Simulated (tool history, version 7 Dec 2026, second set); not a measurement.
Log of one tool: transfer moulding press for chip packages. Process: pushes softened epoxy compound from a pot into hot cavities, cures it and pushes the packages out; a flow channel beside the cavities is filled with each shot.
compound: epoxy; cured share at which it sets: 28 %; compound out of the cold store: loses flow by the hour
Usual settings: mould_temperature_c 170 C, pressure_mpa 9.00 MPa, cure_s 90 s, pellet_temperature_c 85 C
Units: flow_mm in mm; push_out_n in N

| run | hour | mould_temperature_c | pressure_mpa | cure_s | pellet_temperature_c | incoming compound's hours out of the cold store | flow_mm | push_out_n |
|---|---|---|---|---|---|---|---|---|
| 1 | 0.0 | 170 | 9.00 | 90 | 85 | 44.2 | 903 | 913 |
|  | 2.7 | cavities cleaned with cleaning compound and waxed |
| 2 | 14.2 | 174 | 9.00 | 90 | 85 | 32.6 | 927 | 555 |
| 3 | 24.1 | 170 | 9.00 | 90 | 85 | 42.1 | 902 | 747 |
| 4 | 32.8 | 170 | 9.00 | 90 | 85 | 41.9 | 911 | 812 |
| 5 | 41.4 | 170 | 9.00 | 90 | 85 | 25.3 | 976 | 840 |
| 6 | 54.6 | 170 | 9.00 | 90 | 85 | 42.1 | 892 | 851 |
|  | 66.5 | cavities cleaned with cleaning compound and waxed |
| 7 | 68.2 | 170 | 7.98 | 70 | 85 | 30.7 | 869 | 984 |
| 8 | 81.3 | 170 | 9.00 | 90 | 92 | 24.9 | 947 | 707 |
| 9 | 100.0 | 171 | 7.07 | 109 | 92 | 30.9 | 811 | 620 |
| 10 | 117.7 | 170 | 6.96 | 128 | 89 | 16.1 | 863 | 643 |
|  | 130.5 | cavities cleaned with cleaning compound and waxed |
| 11 | 135.5 | 169 | 9.74 | 70 | 83 | 23.2 | 976 | 1168 |

5 ways to go on from here, each from the tool as it stands after run 11. What would each give?
| A | 144.7 | 170 | 9.00 | 90 | 83 | 27.8 | ? | ? |
| B | 144.7 | 174 | 7.96 | 128 | 85 | 14.8 | ? | ? |
| C | 144.7 | 169 | 9.82 | 114 | 83 | 24.7 | ? | ? |
| D | 144.7 | 170 | 9.74 | 88 | 83 | 36.1 | ? | ? |
| E | 144.7 | 169 | 8.93 | 74 | 85 | 41.3 | ? | ? |

| run | flow_mm | push_out_n |
|---|---|---|
| A | 924 | 688 |
| B | 904 | 493 |
| C | 989 | 533 |
| D | 955 | 714 |
| E | 893 | 1072 |
Without the tool's hidden state the same runs would have given:
| run | flow_mm | push_out_n |
|---|---|---|
| A | 965 | 560 |
| B | 943 | 395 |
| C | 1032 | 429 |
| D | 996 | 581 |
| E | 931 | 874 |
